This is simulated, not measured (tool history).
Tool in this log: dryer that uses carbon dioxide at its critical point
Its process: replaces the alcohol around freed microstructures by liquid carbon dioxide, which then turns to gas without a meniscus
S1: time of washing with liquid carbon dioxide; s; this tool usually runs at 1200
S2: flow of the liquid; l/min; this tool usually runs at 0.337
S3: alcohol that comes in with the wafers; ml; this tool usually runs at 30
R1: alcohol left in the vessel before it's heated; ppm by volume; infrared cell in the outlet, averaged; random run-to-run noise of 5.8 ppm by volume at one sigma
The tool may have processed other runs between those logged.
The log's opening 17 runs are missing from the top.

run	hour	S1	S2	S3	R1
18	178.1	1620	0.337	78	225
19	189.9	840	0.337	68	2520
20	196.3	780	0.288	29	2160
21	208.6	1860	0.457	27	96
22	219.6	780	0.208	27	4230
23	229.2	1080	0.208	85	6611
24	242.2	1080	0.208	85	6601
25	253.5	1080	0.208	85	6563
26	262.3	1080	0.208	85	6847
27	276.2	780	0.337	84	4245
28	285.8	780	0.337	84	4187
# hour 289.4: inlet filter changed
29	292.6	1080	0.495	27	139
30	301.4	1200	0.463	30	137
31	315.4	1200	0.414	42	204
32	323.5	1200	0.414	42	207
33	334.7	1860	0.202	42	537
34	343.5	1860	0.202	42	562
35	354.1	1860	0.202	42	569

Consider 3 possible next runs. They are alternatives, not a sequence: every one starts from the tool as it was left by run 35. What does each give?
A	368.3	960	0.550	42	?
B	368.3	1620	0.277	28	?
C	368.3	1860	0.543	86	?

run	R1
A	171
B	240
C	137
With no hidden state in the tool, these same runs would have given:
run	R1
A	46
B	107
C	16
